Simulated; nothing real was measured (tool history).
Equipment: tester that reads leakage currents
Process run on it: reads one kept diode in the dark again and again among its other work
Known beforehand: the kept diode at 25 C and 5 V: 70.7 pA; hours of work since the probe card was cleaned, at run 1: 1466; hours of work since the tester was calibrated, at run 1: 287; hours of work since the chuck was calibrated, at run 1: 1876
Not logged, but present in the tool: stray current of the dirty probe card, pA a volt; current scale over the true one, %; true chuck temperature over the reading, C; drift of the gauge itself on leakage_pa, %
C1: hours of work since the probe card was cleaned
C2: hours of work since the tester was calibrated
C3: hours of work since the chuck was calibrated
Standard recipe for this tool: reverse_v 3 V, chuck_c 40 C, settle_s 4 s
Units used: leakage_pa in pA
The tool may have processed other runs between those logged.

Run 1, hour 0: usual settings; C1 1466; C2 287; C3 1876. Result: leakage_pa 197.85 pA.
Run 2, hour 28.7: usual settings; C1 1485; C2 306; C3 1895. Result: leakage_pa 196.85 pA.
Run 3, hour 62.1: usual settings; C1 1507; C2 328; C3 1917. Result: leakage_pa 197.09 pA.
Run 4, hour 105.6: usual settings; C1 1536; C2 356; C3 1945. Result: leakage_pa 198.51 pA.
Run 5, hour 130.7: usual settings; C1 1553; C2 373; C3 1962. Result: leakage_pa 196.27 pA.
Run 6, hour 166.7: usual settings but reverse_v 9.04 V; C1 1576; C2 397; C3 1986. Result: leakage_pa 296.55 pA.
Run 7, hour 207.8: usual settings but reverse_v 9.04 V; C1 1603; C2 424; C3 2013. Result: leakage_pa 297.21 pA.
Run 8, hour 255.5: usual settings but reverse_v 2.39 V; C1 1635; C2 455; C3 2044. Result: leakage_pa 179.89 pA.
Run 9, hour 291.5: usual settings; C1 1658; C2 479; C3 2068. Result: leakage_pa 194.57 pA.
Run 10, hour 321.9: usual settings but settle_s 2.03 s; C1 1678; C2 499; C3 2088. Result: leakage_pa 196.16 pA.
Run 11, hour 367.6: usual settings but settle_s 2.03 s; C1 1709; C2 529; C3 2118. Result: leakage_pa 194.69 pA.
Run 12, hour 397: usual settings but settle_s 2.03 s; C1 1728; C2 548; C3 2137. Result: leakage_pa 195.21 pA.
Run 13, hour 440.3: usual settings; C1 1756; C2 577; C3 2166. Result: leakage_pa 194.52 pA.
Run 14, hour 482.4: usual settings but reverse_v 1.16 V; C1 1784; C2 605; C3 2193. Result: leakage_pa 136.42 pA.
At hour 489.2: chuck's temperature calibrated.
Run 15, hour 507.3: usual settings; C1 1799; C2 620; C3 12. Result: leakage_pa 214.04 pA.
Run 16, hour 542.2: usual settings; C1 1822; C2 643; C3 35. Result: leakage_pa 212.84 pA.
Run 17, hour 574.4: usual settings but reverse_v 1.04 V, chuck_c 29 C, settle_s 4.25 s; C1 1843; C2 664; C3 56. Result: leakage_pa 56.5 pA.
Run 18, hour 614.4: usual settings but reverse_v 1.04 V, chuck_c 29 C, settle_s 4.25 s; C1 1870; C2 690; C3 82. Result: leakage_pa 56.22 pA.
Run 19, hour 635.9: usual settings but chuck_c 42 C; C1 1884; C2 704; C3 97. Result: leakage_pa 250.21 pA.
Run 20, hour 687.5: usual settings but chuck_c 42 C; C1 1918; C2 738; C3 131. Result: leakage_pa 249.89 pA.
Run 21, hour 721.9: usual settings but reverse_v 2.19 V, chuck_c 20 C; C1 1940; C2 761; C3 153. Result: leakage_pa 33.56 pA.
Run 22, hour 760.2: usual settings but reverse_v 12.89 V, chuck_c 31 C, settle_s 9.41 s; C1 1966; C2 786; C3 178. Result: leakage_pa 176.35 pA.
Run 23, hour 801.1: usual settings but reverse_v 3.73 V, chuck_c 20 C, settle_s 9.25 s; C1 1993; C2 813; C3 205. Result: leakage_pa 41.56 pA.
Run 24, hour 824.3: usual settings but reverse_v 4.58 V, chuck_c 27 C, settle_s 1.22 s; C1 2008; C2 828; C3 221. Result: leakage_pa 83.85 pA.
Run 25, hour 847.1: usual settings but reverse_v 1.56 V, chuck_c 47 C, settle_s 2.93 s; C1 2023; C2 843; C3 236. Result: leakage_pa 288.98 pA.
Run 26, hour 897.3: usual settings but reverse_v 1.56 V, chuck_c 47 C, settle_s 2.93 s; C1 2056; C2 876; C3 269. Result: leakage_pa 288.98 pA.
Run 27, hour 930.9: usual settings but reverse_v 15 V, chuck_c 25 C, settle_s 2.93 s; C1 2078; C2 899; C3 291. Result: leakage_pa 115.23 pA.
Run 28, hour 972.5: usual settings but reverse_v 15 V, chuck_c 41 C, settle_s 8.24 s; C1 2106; C2 926; C3 318. Result: leakage_pa 422.43 pA.
Run 29, hour 1018.5: usual settings but reverse_v 15 V, chuck_c 41 C, settle_s 8.24 s; C1 2136; C2 956; C3 349. Result: leakage_pa 419.6 pA.
Run 30, hour 1064.5: usual settings but chuck_c 47 C, settle_s 2.85 s; C1 2166; C2 987; C3 379. Result: leakage_pa 367.46 pA.
Run 31, hour 1098.7: usual settings but chuck_c 47 C, settle_s 2.85 s; C1 2189; C2 1009; C3 401. Result: leakage_pa 367.97 pA.

Below are 5 alternative next runs, each starting from the tool's condition after run 31. Predict each:
Run A, hour 1123.2: usual settings but reverse_v 13.92 V, chuck_c 47 C, settle_s 2.85 s; C1 2205; C2 1025; C3 418. Result: leakage_pa ?.
Run B, hour 1123.2: usual settings but chuck_c 47 C, settle_s 6.39 s; C1 2205; C2 1025; C3 418. Result: leakage_pa ?.
Run C, hour 1123.2: usual settings but reverse_v 8.67 V, chuck_c 46 C, settle_s 0.4 s; C1 2205; C2 1025; C3 418. Result: leakage_pa ?.
Run D, hour 1123.2: usual settings but reverse_v 14.02 V, chuck_c 25 C, settle_s 2.85 s; C1 2205; C2 1025; C3 418. Result: leakage_pa ?.
Run E, hour 1123.2: usual settings but chuck_c 47 C, settle_s 4.25 s; C1 2205; C2 1025; C3 418. Result: leakage_pa ?.

run  leakage_pa
  A      653.35
  B      368.41
  C      508.72
  D      111.58
  E       366.1
With the hidden condition removed and each run's random variation left untouched, the same runs would have given:
run  leakage_pa
  A       666.4
  B      379.84
  C      520.68
  D      104.56
  E      377.45
